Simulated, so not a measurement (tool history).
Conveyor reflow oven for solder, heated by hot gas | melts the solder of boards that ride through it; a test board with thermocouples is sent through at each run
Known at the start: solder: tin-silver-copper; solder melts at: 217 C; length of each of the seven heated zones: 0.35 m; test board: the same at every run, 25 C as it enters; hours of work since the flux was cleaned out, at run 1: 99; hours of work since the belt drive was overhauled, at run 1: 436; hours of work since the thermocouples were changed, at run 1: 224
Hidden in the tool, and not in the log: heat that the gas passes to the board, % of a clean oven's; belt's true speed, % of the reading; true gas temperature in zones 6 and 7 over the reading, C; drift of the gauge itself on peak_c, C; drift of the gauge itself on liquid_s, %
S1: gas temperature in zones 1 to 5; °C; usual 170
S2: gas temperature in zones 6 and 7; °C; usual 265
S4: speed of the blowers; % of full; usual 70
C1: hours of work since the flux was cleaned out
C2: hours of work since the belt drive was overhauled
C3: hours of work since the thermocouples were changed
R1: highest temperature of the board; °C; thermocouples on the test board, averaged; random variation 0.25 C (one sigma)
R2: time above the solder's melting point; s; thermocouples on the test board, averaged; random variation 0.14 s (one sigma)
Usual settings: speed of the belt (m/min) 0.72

run 1 hour=0 | S1=170 S2=265 speed_of_the_belt_(m/min)=0.72 S4=70 | C1=99 C2=436 C3=224 | R1=254 R2=44.9
run 2 hour=11.2 | S1=170 S2=279 speed_of_the_belt_(m/min)=0.72 S4=70 | C1=104 C2=441 C3=229 | R1=266.8 R2=50.3
run 3 hour=24.9 | S1=170 S2=265 speed_of_the_belt_(m/min)=0.72 S4=70 | C1=110 C2=447 C3=235 | R1=253.6 R2=44.8
run 4 hour=37 | S1=170 S2=265 speed_of_the_belt_(m/min)=0.72 S4=70 | C1=115 C2=452 C3=240 | R1=253.4 R2=44.9
run 5 hour=47.8 | S1=170 S2=265 speed_of_the_belt_(m/min)=0.72 S4=90 | C1=120 C2=457 C3=245 | R1=257.1 R2=47.2
run 6 hour=57.6 | S1=170 S2=265 speed_of_the_belt_(m/min)=0.72 S4=83 | C1=124 C2=461 C3=249 | R1=255.9 R2=46.5
run 7 hour=72.8 | S1=170 S2=265 speed_of_the_belt_(m/min)=0.72 S4=83 | C1=131 C2=467 C3=256 | R1=256.2 R2=46.5
run 8 hour=82.7 | S1=170 S2=265 speed_of_the_belt_(m/min)=0.72 S4=83 | C1=135 C2=472 C3=260 | R1=256.4 R2=46.3
run 9 hour=99.1 | S1=170 S2=265 speed_of_the_belt_(m/min)=0.72 S4=83 | C1=142 C2=479 C3=267 | R1=256.2 R2=46.3
run 10 hour=113.2 | S1=170 S2=265 speed_of_the_belt_(m/min)=0.72 S4=70 | C1=148 C2=485 C3=274 | R1=253.2 R2=44.7
run 11 hour=122.5 | S1=174 S2=265 speed_of_the_belt_(m/min)=0.72 S4=70 | C1=152 C2=489 C3=278 | R1=254.2 R2=45.9
run 12 hour=129.6 | S1=170 S2=272 speed_of_the_belt_(m/min)=0.72 S4=70 | C1=156 C2=492 C3=281 | R1=259.6 R2=47.5
-- hour=144.2 flux residue cleaned out of gas plates and filters
run 13 hour=150.7 | S1=170 S2=272 speed_of_the_belt_(m/min)=0.72 S4=70 | C1=3 C2=499 C3=288 | R1=260.9 R2=48.2
run 14 hour=157.8 | S1=170 S2=265 speed_of_the_belt_(m/min)=0.753 S4=70 | C1=6 C2=502 C3=291 | R1=253 R2=42.8
run 15 hour=173.4 | S1=170 S2=265 speed_of_the_belt_(m/min)=0.753 S4=70 | C1=13 C2=509 C3=298 | R1=253.3 R2=42.6
run 16 hour=184 | S1=170 S2=265 speed_of_the_belt_(m/min)=0.753 S4=70 | C1=17 C2=514 C3=302 | R1=253.1 R2=42.5
run 17 hour=192 | S1=170 S2=266 speed_of_the_belt_(m/min)=0.753 S4=62 | C1=21 C2=517 C3=306 | R1=252.1 R2=41.6
run 18 hour=206.5 | S1=170 S2=259 speed_of_the_belt_(m/min)=0.753 S4=62 | C1=27 C2=523 C3=312 | R1=245.9 R2=38.1

The next listed run, before its measurement:
run 19 hour=215.3 | S1=166 S2=258 speed_of_the_belt_(m/min)=0.747 S4=83 | C1=31 C2=527 C3=316 | R1=? R2=?

R1: 248.5 °C
R2: 40.3 s
Without the tool's hidden state the same run would have given R1 249.2 °C, R2 40.5 s.
